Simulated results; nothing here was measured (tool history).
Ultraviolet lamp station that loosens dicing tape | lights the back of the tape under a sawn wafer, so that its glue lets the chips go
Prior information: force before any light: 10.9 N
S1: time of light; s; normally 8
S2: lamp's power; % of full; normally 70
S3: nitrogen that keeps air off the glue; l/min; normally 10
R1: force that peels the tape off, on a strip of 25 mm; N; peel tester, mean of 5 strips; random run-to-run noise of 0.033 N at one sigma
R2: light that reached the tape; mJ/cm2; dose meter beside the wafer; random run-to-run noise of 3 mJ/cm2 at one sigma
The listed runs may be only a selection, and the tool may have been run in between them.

run,hour,S1,S2,S3,R1,R2
1,0.0,8,70,10,2.211,361
2,13.4,8,70,10,2.194,353
# hour 29.1: window cleaned of glue's vapour
3,29.5,5,70,10,3.421,263
4,46.1,5,70,6,4.225,259
5,56.5,8,70,10,1.695,407
6,70.8,8,70,14,1.541,408
7,87.4,8,70,14,1.539,408
8,98.1,8,70,13,1.651,405
9,111.4,14,70,10,0.629,704
10,124.1,14,78,10,0.512,769
11,136.9,14,84,10,0.438,825
12,153.7,13,70,14,0.650,632
13,163.3,13,70,14,0.654,626
14,176.8,11,100,4,1.036,760
15,192.2,8,73,20,1.444,394
16,205.3,8,73,20,1.433,386
17,220.9,8,80,5,2.484,430
18,232.9,8,80,5,2.380,424
19,240.0,8,70,6,2.780,367

Alternative continuations, all from the tool just after run 19; predict every row:
A,255.8,12,70,10,?,?
B,255.8,8,75,3,?,?
C,255.8,8,63,8,?,?
D,255.8,6,70,15,?,?

run,R1,R2
A,1.053,548
B,3.358,389
C,2.760,332
D,2.872,277
With no hidden state in the tool, these same runs would have given:
run,R1,R2
A,0.722,654
B,2.702,464
C,2.149,395
D,2.235,330

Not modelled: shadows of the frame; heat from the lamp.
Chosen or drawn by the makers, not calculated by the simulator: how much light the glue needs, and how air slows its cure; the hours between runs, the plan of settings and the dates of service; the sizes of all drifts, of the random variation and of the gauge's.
